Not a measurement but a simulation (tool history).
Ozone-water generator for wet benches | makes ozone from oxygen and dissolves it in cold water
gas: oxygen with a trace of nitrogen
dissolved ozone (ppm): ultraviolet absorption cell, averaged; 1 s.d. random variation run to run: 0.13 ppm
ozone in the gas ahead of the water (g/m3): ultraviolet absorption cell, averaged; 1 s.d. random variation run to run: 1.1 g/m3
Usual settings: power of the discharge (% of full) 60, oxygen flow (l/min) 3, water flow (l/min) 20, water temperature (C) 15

| run | day | power of the discharge (% of full) | oxygen flow (l/min) | water flow (l/min) | water temperature (C) | dissolved ozone (ppm) | ozone in the gas ahead of the water (g/m3) |
|---|---|---|---|---|---|---|---|
| 1 | 0 | 60 | 3 | 20 | 15 | 13.3 | 203 |
| 2 | 4.079 | 60 | 3 | 20 | 15 | 13.2 | 203.3 |
| 3 | 5.788 | 60 | 3 | 21 | 15 | 12.6 | 201.6 |
| 4 | 9.138 | 60 | 3 | 21 | 15 | 12.4 | 200.7 |
| 5 | 11.112 | 45 | 3 | 20 | 15 | 10.3 | 161.3 |
| 6 | 14.4 | 45 | 3 | 20 | 15 | 10.4 | 159.4 |
| 7 | 16.75 | 45 | 3 | 20 | 15 | 10.4 | 161.3 |
| 8 | 18.767 | 63 | 3 | 20 | 15 | 13.2 | 208.2 |
| 9 | 21.983 | 63 | 3 | 20 | 15 | 13.3 | 205.5 |
| 10 | 25.567 | 60 | 3 | 20 | 15 | 12.9 | 197.2 |
| 11 | 29.129 | 60 | 3 | 20 | 15 | 13 | 200.1 |
| 12 | 31.417 | 46 | 3 | 20 | 15 | 10.3 | 162.9 |
| 13 | 34.367 | 46 | 3 | 20 | 15 | 10.5 | 161.9 |
| 14 | 36.129 | 46 | 3 | 20 | 15 | 10.3 | 160 |
| 15 | 37.817 | 46 | 3 | 20 | 15 | 10.3 | 162.1 |
| 16 | 40.65 | 60 | 3 | 20 | 15 | 12.6 | 195.8 |
| 17 | 44.7 | 60 | 3 | 20 | 15 | 12.7 | 194.9 |
| 18 | 48.583 | 91 | 4.55 | 13 | 8 | 27.1 | 202.7 |
| 19 | 51.417 | 46 | 5.28 | 31 | 22 | 6.3 | 111.4 |
|  | 51.783 | water thermometer calibrated |
| 20 | 55.417 | 46 | 5.28 | 31 | 22 | 6.3 | 110.2 |
| 21 | 59.05 | 77 | 3 | 20 | 15 | 15.1 | 234.2 |
| 22 | 61.688 | 45 | 3.32 | 14 | 13 | 14.2 | 146.7 |
| 23 | 64.704 | 41 | 2.05 | 15 | 15 | 12.1 | 187.2 |
| 24 | 67.204 | 41 | 1.58 | 26 | 18 | 6.6 | 222.3 |
| 25 | 69 | 60 | 3.21 | 20 | 8 | 13.2 | 186.1 |
|  | 70.35 | water thermometer calibrated, once more |
| 26 | 71.5 | 60 | 3.21 | 20 | 8 | 13.3 | 183.4 |
| 27 | 74.746 | 60 | 3.21 | 20 | 8 | 13.2 | 182.9 |
| 28 | 78.858 | 50 | 3 | 20 | 15 | 10.5 | 168.6 |
| 29 | 82.125 | 50 | 3 | 20 | 15 | 10.8 | 168.1 |
| 30 | 84.783 | 60 | 2.13 | 30 | 15 | 7.8 | 238.3 |
| 31 | 87.279 | 79 | 2.13 | 30 | 15 | 9.3 | 293.9 |
| 32 | 91.388 | 79 | 2.13 | 30 | 15 | 9.3 | 289 |

What if the next run were any one of these 5? Each begins from the tool's condition after run 32:
| A | 93.583 | 79 | 2.12 | 30 | 15 | ? | ? |
| B | 93.583 | 79 | 2.13 | 15 | 15 | ? | ? |
| C | 93.583 | 50 | 3 | 20 | 15 | ? | ? |
| D | 93.583 | 60 | 3 | 30 | 18 | ? | ? |
| E | 93.583 | 48 | 3 | 16 | 9 | ? | ? |

| run | dissolved ozone (ppm) | ozone in the gas ahead of the water (g/m3) |
|---|---|---|
| A | 9.1 | 292.2 |
| B | 19.3 | 289 |
| C | 10.6 | 166.3 |
| D | 7.7 | 192.7 |
| E | 13.7 | 162.5 |
Without the tool's unlogged condition, the same runs would have read:
| run | dissolved ozone (ppm) | ozone in the gas ahead of the water (g/m3) |
|---|---|---|
| A | 10.1 | 313.3 |
| B | 21.2 | 309.9 |
| C | 11.4 | 174.5 |
| D | 8.4 | 203.9 |
| E | 14.7 | 170.1 |
